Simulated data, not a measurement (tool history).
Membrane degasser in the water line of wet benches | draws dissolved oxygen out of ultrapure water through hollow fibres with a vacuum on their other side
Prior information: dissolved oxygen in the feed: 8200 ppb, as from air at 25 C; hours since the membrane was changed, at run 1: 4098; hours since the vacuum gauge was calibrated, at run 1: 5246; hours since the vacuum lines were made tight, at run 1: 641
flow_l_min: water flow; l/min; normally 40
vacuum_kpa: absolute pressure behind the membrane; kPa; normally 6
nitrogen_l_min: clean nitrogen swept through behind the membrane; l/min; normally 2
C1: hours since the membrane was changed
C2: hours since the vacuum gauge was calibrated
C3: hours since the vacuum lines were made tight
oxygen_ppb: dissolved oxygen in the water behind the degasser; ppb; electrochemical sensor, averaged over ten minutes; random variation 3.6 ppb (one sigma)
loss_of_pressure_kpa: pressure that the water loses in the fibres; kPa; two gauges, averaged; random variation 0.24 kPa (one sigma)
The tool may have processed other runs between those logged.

Run 1, hour 0: usual settings; C1 4098; C2 5246; C3 641. Result: oxygen_ppb 395.4 ppb, loss_of_pressure_kpa 63.74 kPa.
At hour 62.2: vacuum gauge calibrated.
Run 2, hour 217: usual settings; C1 4315; C2 155; C3 857. Result: oxygen_ppb 374.6 ppb, loss_of_pressure_kpa 63.72 kPa.
Run 3, hour 380.5: usual settings; C1 4478; C2 318; C3 1021. Result: oxygen_ppb 382.9 ppb, loss_of_pressure_kpa 63.36 kPa.
Run 4, hour 640.8: usual settings but flow_l_min 64 l/min; C1 4739; C2 579; C3 1281. Result: oxygen_ppb 940.1 ppb, loss_of_pressure_kpa 101.97 kPa.
Run 5, hour 903.2: usual settings; C1 5001; C2 841; C3 1544. Result: oxygen_ppb 380.8 ppb, loss_of_pressure_kpa 63.79 kPa.
Run 6, hour 1014.7: usual settings but vacuum_kpa 3.84 kPa; C1 5113; C2 953; C3 1655. Result: oxygen_ppb 292.5 ppb, loss_of_pressure_kpa 63.88 kPa.
Run 7, hour 1202.5: usual settings but nitrogen_l_min 3.95 l/min; C1 5300; C2 1140; C3 1843. Result: oxygen_ppb 330.4 ppb, loss_of_pressure_kpa 64.19 kPa.
Run 8, hour 1375.2: usual settings but vacuum_kpa 9.46 kPa, nitrogen_l_min 3.95 l/min; C1 5473; C2 1313; C3 2016. Result: oxygen_ppb 406.1 ppb, loss_of_pressure_kpa 63.79 kPa.
Run 9, hour 1496.5: usual settings but vacuum_kpa 9.46 kPa, nitrogen_l_min 3.95 l/min; C1 5594; C2 1434; C3 2137. Result: oxygen_ppb 409.8 ppb, loss_of_pressure_kpa 64.07 kPa.
Run 10, hour 1735.2: usual settings but vacuum_kpa 3.88 kPa, nitrogen_l_min 3.95 l/min; C1 5833; C2 1673; C3 2376. Result: oxygen_ppb 287.1 ppb, loss_of_pressure_kpa 64.23 kPa.
Run 11, hour 2000.5: usual settings; C1 6098; C2 1938; C3 2641. Result: oxygen_ppb 390.8 ppb, loss_of_pressure_kpa 64.1 kPa.
Run 12, hour 2167.2: usual settings but nitrogen_l_min 1.17 l/min; C1 6265; C2 2105; C3 2808. Result: oxygen_ppb 456.4 ppb, loss_of_pressure_kpa 64.19 kPa.
Run 13, hour 2344.6: usual settings but nitrogen_l_min 5.67 l/min; C1 6443; C2 2282; C3 2985. Result: oxygen_ppb 320.5 ppb, loss_of_pressure_kpa 64.27 kPa.
Run 14, hour 2595.9: usual settings but nitrogen_l_min 5.67 l/min; C1 6694; C2 2534; C3 3236. Result: oxygen_ppb 319.7 ppb, loss_of_pressure_kpa 64.47 kPa.
Run 15, hour 2814.9: usual settings but nitrogen_l_min 5.67 l/min; C1 6913; C2 2753; C3 3455. Result: oxygen_ppb 319.2 ppb, loss_of_pressure_kpa 64.48 kPa.
Run 16, hour 3028: usual settings; C1 7126; C2 2966; C3 3668. Result: oxygen_ppb 399.2 ppb, loss_of_pressure_kpa 64.35 kPa.
Run 17, hour 3188.6: usual settings but flow_l_min 57 l/min, vacuum_kpa 13.79 kPa, nitrogen_l_min 1.97 l/min; C1 7287; C2 3126; C3 3829. Result: oxygen_ppb 1193.5 ppb, loss_of_pressure_kpa 91.39 kPa.
Run 18, hour 3353.4: usual settings but flow_l_min 57 l/min, vacuum_kpa 13.79 kPa, nitrogen_l_min 1.97 l/min; C1 7451; C2 3291; C3 3994. Result: oxygen_ppb 1183.5 ppb, loss_of_pressure_kpa 92.26 kPa.
Run 19, hour 3563.2: usual settings but flow_l_min 31 l/min, vacuum_kpa 4.14 kPa; C1 7661; C2 3501; C3 4204. Result: oxygen_ppb 164.1 ppb, loss_of_pressure_kpa 50.45 kPa.
Run 20, hour 3740.4: usual settings but flow_l_min 31 l/min, vacuum_kpa 4.14 kPa; C1 7838; C2 3678; C3 4381. Result: oxygen_ppb 165.4 ppb, loss_of_pressure_kpa 50.31 kPa.
Run 21, hour 3863.2: usual settings but vacuum_kpa 4.19 kPa, nitrogen_l_min 5.19 l/min; C1 7961; C2 3801; C3 4504. Result: oxygen_ppb 298.4 ppb, loss_of_pressure_kpa 64.64 kPa.
Run 22, hour 4067.4: usual settings but vacuum_kpa 4.19 kPa, nitrogen_l_min 5.21 l/min; C1 8165; C2 4005; C3 4708. Result: oxygen_ppb 302.1 ppb, loss_of_pressure_kpa 64.63 kPa.
Run 23, hour 4322.2: usual settings but flow_l_min 59 l/min, vacuum_kpa 7.18 kPa, nitrogen_l_min 1.03 l/min; C1 8420; C2 4260; C3 4963. Result: oxygen_ppb 1064.5 ppb, loss_of_pressure_kpa 96.23 kPa.
At hour 4446.1: seals of the vacuum lines changed.
Run 24, hour 4456: usual settings but flow_l_min 63 l/min, vacuum_kpa 3.87 kPa; C1 8552; C2 4392; C3 10. Result: oxygen_ppb 842.2 ppb, loss_of_pressure_kpa 103 kPa.
Run 25, hour 4581.8: usual settings but flow_l_min 63 l/min, vacuum_kpa 3.87 kPa, nitrogen_l_min 1.75 l/min; C1 8678; C2 4518; C3 136. Result: oxygen_ppb 836.1 ppb, loss_of_pressure_kpa 102.37 kPa.
Run 26, hour 4793.6: usual settings but flow_l_min 63 l/min, vacuum_kpa 3.87 kPa, nitrogen_l_min 1.75 l/min; C1 8890; C2 4729; C3 347. Result: oxygen_ppb 856.4 ppb, loss_of_pressure_kpa 102.75 kPa.
Run 27, hour 5057.1: usual settings but flow_l_min 63 l/min, vacuum_kpa 3.87 kPa, nitrogen_l_min 1.75 l/min; C1 9153; C2 4993; C3 611. Result: oxygen_ppb 855.7 ppb, loss_of_pressure_kpa 102.33 kPa.
Run 28, hour 5171.9: usual settings but flow_l_min 63 l/min, vacuum_kpa 3.87 kPa, nitrogen_l_min 1.75 l/min; C1 9268; C2 5108; C3 726. Result: oxygen_ppb 871.6 ppb, loss_of_pressure_kpa 102.9 kPa.
Run 29, hour 5331.2: usual settings but flow_l_min 39 l/min, vacuum_kpa 14.5 kPa, nitrogen_l_min 1.75 l/min; C1 9427; C2 5267; C3 885. Result: oxygen_ppb 758.8 ppb, loss_of_pressure_kpa 63.44 kPa.
At hour 5364.3: vacuum gauge calibrated.
Run 30, hour 5469.3: usual settings but flow_l_min 39 l/min, vacuum_kpa 10.14 kPa, nitrogen_l_min 1.78 l/min; C1 9565; C2 105; C3 1023. Result: oxygen_ppb 576.8 ppb, loss_of_pressure_kpa 63.85 kPa.
Run 31, hour 5670.9: usual settings but flow_l_min 30 l/min, nitrogen_l_min 4.7 l/min; C1 9766; C2 307; C3 1224. Result: oxygen_ppb 162.9 ppb, loss_of_pressure_kpa 49.11 kPa.
Run 32, hour 5906.5: usual settings but flow_l_min 30 l/min, vacuum_kpa 9.44 kPa, nitrogen_l_min 4.7 l/min; C1 10002; C2 542; C3 1460. Result: oxygen_ppb 207.3 ppb, loss_of_pressure_kpa 48.8 kPa.

What differs in the tool's unlogged condition from the final listed run ahead of each entry between runs to the first listed run following it?
Logged between run 1 and run 2: vacuum gauge calibrated (hour 62.2)
  membrane still open, %: 98.1 -> 98; true pressure behind the membrane over the reading, kPa: 0.22 -> -0.06; air that leaks in behind the membrane, l/min: 0.0053 -> 0.0057
  the result without the hidden state subtracted from the measured one, oxygen_ppb: +26.3 -> +14.9 ppb; loss_of_pressure_kpa: +1.21 -> +1.29 kPa
Logged between run 23 and run 24: seals of the vacuum lines changed (hour 4446.1)
  membrane still open, %: 96 -> 95.9; true pressure behind the membrane over the reading, kPa: 0.1 -> 0.11; air that leaks in behind the membrane, l/min: 0.0131 -> 0.0037
  the result without the hidden state subtracted from the measured one, oxygen_ppb: +71.3 -> +80.1 ppb; loss_of_pressure_kpa: +3.83 -> +4.17 kPa
Logged between run 29 and run 30: vacuum gauge calibrated (hour 5364.3)
  true pressure behind the membrane over the reading, kPa: 0.14 -> -0.03; air that leaks in behind the membrane, l/min: 0.0053 -> 0.0055
  the result without the hidden state subtracted from the measured one, oxygen_ppb: +41.1 -> +36.8 ppb; loss_of_pressure_kpa: +2.84 -> +2.89 kPa

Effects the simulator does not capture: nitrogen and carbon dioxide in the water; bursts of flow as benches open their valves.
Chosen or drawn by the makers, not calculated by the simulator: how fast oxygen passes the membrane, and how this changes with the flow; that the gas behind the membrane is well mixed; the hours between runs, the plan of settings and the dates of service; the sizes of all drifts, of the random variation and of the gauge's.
